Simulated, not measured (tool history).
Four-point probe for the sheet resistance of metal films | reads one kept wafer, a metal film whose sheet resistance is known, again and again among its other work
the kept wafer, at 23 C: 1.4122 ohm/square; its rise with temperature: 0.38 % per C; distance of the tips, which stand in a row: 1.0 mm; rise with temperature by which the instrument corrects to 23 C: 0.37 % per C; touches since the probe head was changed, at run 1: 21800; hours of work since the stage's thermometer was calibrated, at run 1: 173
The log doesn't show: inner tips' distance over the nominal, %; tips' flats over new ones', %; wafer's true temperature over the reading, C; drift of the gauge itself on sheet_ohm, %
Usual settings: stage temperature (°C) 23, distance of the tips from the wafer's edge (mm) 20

run	day	stage temperature (°C)	distance of the tips from the wafer's edge (mm)	touches since the probe head was changed	hours of work since the stage's thermometer was calibrated	sheet resistance as the instrument gives it (ohm/square)
1	0	23	20	21800	173	1.414069
2	1.754	23	20	23775	206	1.414328
3	3.804	23	20	26090	245	1.413782
4	5.2	23	20	27662	271	1.414546
5	6.55	23	20	29183	297	1.413567
6	8.796	23	20	31717	339	1.413602
7	10.6	21	20	33752	373	1.413691
8	12.129	23	19	35476	402	1.414274
9	14.079	21	27	37674	439	1.412776
10	15.346	25	4	39102	463	1.458835

Forecast run 11:
11	16.567	25	4	40478	486	?

sheet resistance as the instrument gives it (ohm/square): 1.458651
Without the tool's hidden state the same run would have given sheet resistance as the instrument gives it (ohm/square) 1.458732.
